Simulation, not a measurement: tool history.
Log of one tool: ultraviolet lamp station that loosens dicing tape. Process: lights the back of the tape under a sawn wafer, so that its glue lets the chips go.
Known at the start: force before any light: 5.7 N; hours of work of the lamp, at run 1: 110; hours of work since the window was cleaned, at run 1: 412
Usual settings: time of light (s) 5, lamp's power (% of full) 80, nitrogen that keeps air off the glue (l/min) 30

run	hour	time of light (s)	lamp's power (% of full)	nitrogen that keeps air off the glue (l/min)	hours of work of the lamp	hours of work since the window was cleaned	force that peels the tape off (N)	light that reached the tape (mJ/cm2)
1	0	5	80	30	110	412	0.382	238
2	8	5	80	30	114	416	0.371	231
3	13.6	5	80	19	117	419	0.569	238
4	23.7	5	80	30	122	424	0.399	235
5	31	5	80	30	126	427	0.357	237
6	43	5	80	30	131	433	0.379	235
7	48.9	5	80	30	134	436	0.378	241
8	61	5	80	30	140	442	0.365	239
9	68.2	5	97	40	144	446	0.179	284
10	74.8	5	69	33	147	449	0.465	200
11	84.4	5	69	11	152	454	1.215	202
12	92.2	3	87	11	156	457	1.72	153
13	102.4	3	65	52	161	462	1.049	118
14	110	2	86	51	164	466	1.285	102
15	118.6	2	86	51	169	470	1.292	102

3 ways to go on from here, each from the tool as it stands after run 15. What would each give?
A	127.1	3	80	30	173	475	?	?
B	127.1	2	71	14	173	475	?	?
C	127.1	2	86	27	173	475	?	?

run	force that peels the tape off (N)	light that reached the tape (mJ/cm2)
A	1.041	139
B	2.745	84
C	1.813	101
Without the tool's hidden state the same runs would have given:
run	force that peels the tape off (N)	light that reached the tape (mJ/cm2)
A	1.039	139
B	2.742	84
C	1.81	101

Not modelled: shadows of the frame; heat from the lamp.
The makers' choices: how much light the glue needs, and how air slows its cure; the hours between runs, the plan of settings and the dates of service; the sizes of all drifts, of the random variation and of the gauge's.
